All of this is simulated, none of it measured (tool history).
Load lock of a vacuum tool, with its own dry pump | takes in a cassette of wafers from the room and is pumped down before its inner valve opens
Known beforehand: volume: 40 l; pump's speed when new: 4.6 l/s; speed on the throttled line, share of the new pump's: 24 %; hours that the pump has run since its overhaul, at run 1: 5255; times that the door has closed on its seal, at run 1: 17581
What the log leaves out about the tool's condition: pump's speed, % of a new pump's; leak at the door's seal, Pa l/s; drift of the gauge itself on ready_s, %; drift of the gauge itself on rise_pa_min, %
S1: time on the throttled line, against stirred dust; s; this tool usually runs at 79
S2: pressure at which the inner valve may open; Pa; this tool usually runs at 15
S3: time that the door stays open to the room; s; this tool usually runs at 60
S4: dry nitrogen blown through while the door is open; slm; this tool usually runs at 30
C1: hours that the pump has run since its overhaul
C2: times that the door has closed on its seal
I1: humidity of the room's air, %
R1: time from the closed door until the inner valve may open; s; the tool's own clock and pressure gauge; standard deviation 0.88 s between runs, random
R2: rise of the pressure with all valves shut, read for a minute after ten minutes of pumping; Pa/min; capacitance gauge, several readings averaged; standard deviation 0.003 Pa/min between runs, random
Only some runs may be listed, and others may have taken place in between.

run,hour,S1,S2,S3,S4,C1,C2,I1,R1,R2
1,0.0,79,15,60,30,5255,17581,47.0,143.5,0.148
2,180.3,79,15,60,30,5435,18393,45.2,145.6,0.154
3,445.7,79,15,60,30,5700,19589,46.8,145.5,0.169
4,734.8,67,15,60,30,5989,20890,45.4,137.3,0.179
5,1058.0,79,15,60,30,6313,22346,47.5,146.2,0.197
6,1382.9,79,15,60,30,6637,23810,46.7,148.4,0.218
7,1725.2,79,15,60,30,6980,25352,47.9,148.8,0.233
8,1996.0,79,15,60,30,7251,26571,49.4,147.5,0.249
9,2340.4,79,15,60,30,7595,28122,45.3,149.3,0.271
10,2531.5,79,15,60,30,7786,28983,46.4,149.1,0.287
11,2885.8,79,15,60,30,8140,30579,46.4,151.0,0.307
12,3104.9,79,15,60,30,8359,31566,44.5,149.1,0.320
13,3278.5,153,11,66,5,8533,32348,43.8,208.6,0.356
# hour 3539.1: door's seal changed, seat wiped
14,3568.6,63,15,220,6,8822,133,42.1,140.2,0.122
15,3890.9,63,15,220,6,9144,1585,45.6,139.8,0.131
16,4075.4,79,15,199,30,9328,2416,46.0,152.8,0.082
17,4249.0,79,15,199,30,9502,3198,44.4,152.8,0.086
18,4529.8,79,15,199,30,9783,4463,43.5,151.9,0.081
19,4720.2,58,22,56,8,9973,5320,43.8,133.6,0.060
20,5050.0,58,22,56,8,10303,6806,46.8,133.0,0.068
21,5361.1,79,22,76,15,10614,8207,44.5,149.6,0.084
22,5643.2,79,22,62,15,10896,9478,43.0,150.7,0.086
23,5858.8,57,15,56,7,11112,10449,43.0,138.6,0.098

Consider 5 possible next runs. They are alternatives, not a sequence: every one starts from the tool as it was left by run 23. What does each give?
A,6196.5,57,15,56,4,11449,11970,45.3,?,?
B,6196.5,50,15,56,13,11449,11970,48.6,?,?
C,6196.5,98,13,60,28,11449,11970,46.9,?,?
D,6196.5,79,11,60,30,11449,11970,44.6,?,?
E,6196.5,118,11,60,7,11449,11970,46.3,?,?

run,R1,R2
A,139.4,0.110
B,136.2,0.106
C,168.5,0.093
D,159.8,0.091
E,183.9,0.112
The same runs, with their run-to-run variation unchanged, on a tool lacking any hidden condition would have given:
run,R1,R2
A,120.6,0.046
B,116.4,0.043
C,152.1,0.030
D,141.3,0.029
E,168.5,0.049
